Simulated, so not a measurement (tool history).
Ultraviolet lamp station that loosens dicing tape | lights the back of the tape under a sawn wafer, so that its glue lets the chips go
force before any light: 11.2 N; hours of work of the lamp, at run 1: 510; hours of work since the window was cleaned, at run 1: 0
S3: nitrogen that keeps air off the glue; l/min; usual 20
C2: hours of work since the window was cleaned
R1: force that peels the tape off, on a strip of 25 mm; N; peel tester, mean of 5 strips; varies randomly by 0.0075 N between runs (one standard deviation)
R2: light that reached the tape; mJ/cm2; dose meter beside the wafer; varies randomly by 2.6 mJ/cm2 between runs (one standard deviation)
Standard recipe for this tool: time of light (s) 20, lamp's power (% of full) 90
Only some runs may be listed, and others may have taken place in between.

{"run": 1, "hour": 0.0, "time of light (s)": 20, "lamp's power (% of full)": 90, "S3": 20, "hours of work of the lamp": 510, "C2": 0, "R1": 0.495, "R2": 246}
{"run": 2, "hour": 19.9, "time of light (s)": 20, "lamp's power (% of full)": 90, "S3": 20, "hours of work of the lamp": 518, "C2": 9, "R1": 0.5, "R2": 244}
{"run": 3, "hour": 57.3, "time of light (s)": 20, "lamp's power (% of full)": 90, "S3": 20, "hours of work of the lamp": 535, "C2": 25, "R1": 0.515, "R2": 241}
{"run": 4, "hour": 89.9, "time of light (s)": 20, "lamp's power (% of full)": 90, "S3": 20, "hours of work of the lamp": 549, "C2": 39, "R1": 0.54, "R2": 240}
{"run": 5, "hour": 113.3, "time of light (s)": 20, "lamp's power (% of full)": 90, "S3": 20, "hours of work of the lamp": 559, "C2": 50, "R1": 0.57, "R2": 234}
{"run": 6, "hour": 131.6, "time of light (s)": 20, "lamp's power (% of full)": 90, "S3": 20, "hours of work of the lamp": 567, "C2": 58, "R1": 0.539, "R2": 237}
{"run": 7, "hour": 169.5, "time of light (s)": 20, "lamp's power (% of full)": 90, "S3": 20, "hours of work of the lamp": 584, "C2": 74, "R1": 0.539, "R2": 230}
{"run": 8, "hour": 199.4, "time of light (s)": 20, "lamp's power (% of full)": 90, "S3": 20, "hours of work of the lamp": 597, "C2": 88, "R1": 0.588, "R2": 226}
{"run": 9, "hour": 239.2, "time of light (s)": 20, "lamp's power (% of full)": 90, "S3": 20, "hours of work of the lamp": 615, "C2": 105, "R1": 0.6, "R2": 229}
{"hour": 242.0, "done": "window cleaned of glue's vapour"}
{"run": 10, "hour": 262.1, "time of light (s)": 20, "lamp's power (% of full)": 90, "S3": 20, "hours of work of the lamp": 625, "C2": 9, "R1": 0.626, "R2": 224}
{"run": 11, "hour": 284.0, "time of light (s)": 20, "lamp's power (% of full)": 90, "S3": 20, "hours of work of the lamp": 634, "C2": 18, "R1": 0.642, "R2": 221}
{"run": 12, "hour": 313.5, "time of light (s)": 20, "lamp's power (% of full)": 81, "S3": 8, "hours of work of the lamp": 647, "C2": 31, "R1": 1.238, "R2": 198}
{"run": 13, "hour": 342.5, "time of light (s)": 16, "lamp's power (% of full)": 90, "S3": 27, "hours of work of the lamp": 660, "C2": 44, "R1": 0.962, "R2": 171}
{"run": 14, "hour": 369.0, "time of light (s)": 16, "lamp's power (% of full)": 90, "S3": 27, "hours of work of the lamp": 672, "C2": 56, "R1": 0.967, "R2": 170}
{"run": 15, "hour": 398.6, "time of light (s)": 25, "lamp's power (% of full)": 62, "S3": 11, "hours of work of the lamp": 685, "C2": 69, "R1": 1.232, "R2": 179}

Run 16 is up next; what results do you expect?
{"hour": 415.5, "done": "window cleaned of glue's vapour, once more"}
{"run": 16, "hour": 427.7, "time of light (s)": 15, "lamp's power (% of full)": 96, "S3": 7, "hours of work of the lamp": 697, "C2": 5, "R1": "?", "R2": "?"}

{"run 16": {"R1": 1.809, "R2": 169}}
With no hidden state in the tool, this same run would have given R1 0.724 N, R2 266 mJ/cm2.
